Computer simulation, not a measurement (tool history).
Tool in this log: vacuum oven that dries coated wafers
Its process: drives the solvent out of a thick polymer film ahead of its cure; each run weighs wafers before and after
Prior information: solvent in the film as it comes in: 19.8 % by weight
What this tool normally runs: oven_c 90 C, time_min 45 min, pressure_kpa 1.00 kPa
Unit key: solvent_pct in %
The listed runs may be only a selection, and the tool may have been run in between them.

run	day	oven_c	time_min	pressure_kpa	solvent_pct
1	0.000	90	45	1.00	4.08
2	2.288	88	45	1.00	4.89
3	6.004	88	45	1.00	4.99
4	8.754	88	45	1.00	4.95
5	13.158	78	45	1.00	9.49
6	15.071	78	45	0.92	9.41
7	16.958	78	45	0.92	9.61
8	19.792	78	45	0.92	9.58
9	23.742	90	45	1.00	4.32
10	27.796	90	45	1.00	4.41
11	30.983	105	45	1.00	0.84
# day 33.000: oven's thermocouples calibrated
12	33.450	105	45	1.00	0.83
13	37.354	90	45	1.00	4.15
14	39.725	90	45	1.00	4.18
15	43.954	90	45	1.00	4.20
16	45.908	101	68	1.07	0.82
17	49.179	78	26	1.07	12.00
18	51.908	78	26	1.07	12.03
19	54.017	90	52	1.00	3.61
20	57.917	104	66	0.80	0.73
21	60.771	104	66	0.80	0.69
22	62.954	90	65	1.00	2.85
23	65.967	90	26	0.80	7.21
24	69.917	96	81	0.80	1.25
25	73.696	90	22	0.55	8.39
26	77.675	87	43	1.00	6.21
27	79.788	90	40	1.49	5.53
28	82.762	79	32	2.12	11.56
29	85.462	92	32	0.59	5.40

Subtracting, for every run, the result it would have given without the tool's unlogged condition from the measured result gives the following. The same run-to-run variation enters both numbers; the gauge's scatter may not:
The tool's hidden condition here consists of: true wafer temperature over the reading, C; true pressure over the reading, kPa; drift of the gauge itself on solvent_pct, %.
run	solvent_pct
1	+0.54
2	+0.60
3	+0.65
4	+0.68
5	+0.76
6	+0.78
7	+0.82
8	+0.85
9	+0.81
10	+0.85
11	+0.37
12	+0.31
13	+0.58
14	+0.60
15	+0.65
16	+0.40
17	+0.61
18	+0.64
19	+0.76
20	+0.39
21	+0.40
22	+0.82
23	+0.83
24	+0.62
25	+0.89
26	+1.14
27	+1.09
28	+1.05
29	+1.06
